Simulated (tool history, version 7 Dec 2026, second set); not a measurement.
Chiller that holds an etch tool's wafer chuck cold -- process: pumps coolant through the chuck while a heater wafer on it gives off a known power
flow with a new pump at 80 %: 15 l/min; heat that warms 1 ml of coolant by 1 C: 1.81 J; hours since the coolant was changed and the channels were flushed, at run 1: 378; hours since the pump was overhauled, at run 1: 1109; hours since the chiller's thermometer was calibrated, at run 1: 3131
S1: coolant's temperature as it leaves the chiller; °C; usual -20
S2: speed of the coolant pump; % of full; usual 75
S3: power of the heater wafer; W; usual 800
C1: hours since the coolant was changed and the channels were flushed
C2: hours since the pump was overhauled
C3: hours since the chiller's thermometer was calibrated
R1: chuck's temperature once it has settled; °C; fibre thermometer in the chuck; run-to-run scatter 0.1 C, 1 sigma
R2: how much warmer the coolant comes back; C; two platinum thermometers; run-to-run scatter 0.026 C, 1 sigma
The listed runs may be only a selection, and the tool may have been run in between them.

run,day,S1,S2,S3,C1,C2,C3,R1,R2
1,0,-20,75,800,378,1109,3131,-11.5,1.97
2,1.046,-20,75,800,403,1134,3156,-11.4,1.94
3,2.154,-20,78,800,430,1161,3183,-11.6,1.85
4,2.821,-20,77,800,446,1177,3199,-11.6,1.89
5,3.883,-20,77,800,471,1202,3224,-11.5,1.9
6,4.733,-20,77,800,491,1223,3244,-11.7,1.91
7,5.512,-20,77,800,510,1242,3263,-11.6,1.9
8,6.646,-15,75,800,537,1269,3290,-6.4,1.99
9,7.858,-20,75,555,566,1298,3320,-13.8,1.39
10,8.946,-24,75,555,593,1324,3346,-17.8,1.37
11,10.142,-20,88,800,621,1353,3374,-12.4,1.65
12,11.121,-20,88,800,645,1376,3398,-12.3,1.61
13,12.133,-20,88,800,669,1400,3422,-12.4,1.62
14,12.988,-20,75,800,690,1421,3443,-11.4,2.02
15,13.579,-20,75,800,704,1435,3457,-11.2,1.96
16,14.788,-20,75,800,733,1464,3486,-11.2,1.91
17,15.996,-20,75,589,762,1493,3515,-13.5,1.44
18,17.142,-20,75,757,789,1521,3542,-11.7,1.84
19,17.783,-20,88,507,805,1536,3558,-14.9,1.03
20,18.817,-20,88,507,829,1561,3582,-14.8,1.02
# day 18.971: chiller's thermometer calibrated
21,20.096,-20,88,507,859,1591,27,-14.7,1.02
# day 20.988: chiller's thermometer calibrated, once more
22,21.2,-17,62,507,885,1616,5,-10.8,1.55
23,22.058,-10,83,455,905,1637,26,-5.4,0.98
24,22.625,-10,83,455,919,1650,39,-5.6,1.02
25,23.212,-25,62,570,933,1664,53,-18.1,1.74
26,24.229,-25,68,570,957,1689,78,-18.4,1.59
27,25.2,-25,68,570,981,1712,101,-18.5,1.56
28,26.3,-20,92,800,1007,1738,127,-12.8,1.57
29,27.538,-20,92,800,1037,1768,157,-12.9,1.6
30,28.746,-20,92,800,1066,1797,186,-12.8,1.58
31,29.546,-24,82,800,1085,1816,205,-16.1,1.81

Had the tool no unlogged condition, and each run kept its random variation, what would the results have been?
Hidden conditions of the tool in this case: heat passed by the chuck's channels, % of clean ones'; flow at a given pump speed, % of a new pump's; coolant's true temperature over the reading, C; drift of the gauge itself on chuck_c, C; drift of the gauge itself on warmer_back_c, C.
run,R1,R2
1,-12.2,1.92
2,-12.1,1.89
3,-12.3,1.79
4,-12.3,1.84
5,-12.2,1.85
6,-12.4,1.85
7,-12.3,1.85
8,-7.2,1.93
9,-14.4,1.35
10,-18.5,1.33
11,-13.1,1.6
12,-13.1,1.55
13,-13.1,1.56
14,-12.3,1.95
15,-12.1,1.9
16,-12.1,1.84
17,-14.3,1.39
18,-12.6,1.77
19,-15.6,0.99
20,-15.6,0.98
21,-15.5,0.98
22,-11.2,1.48
23,-5.7,0.94
24,-5.9,0.98
25,-18.6,1.67
26,-18.9,1.53
27,-18.9,1.49
28,-13.3,1.5
29,-13.5,1.53
30,-13.3,1.51
31,-16.7,1.73
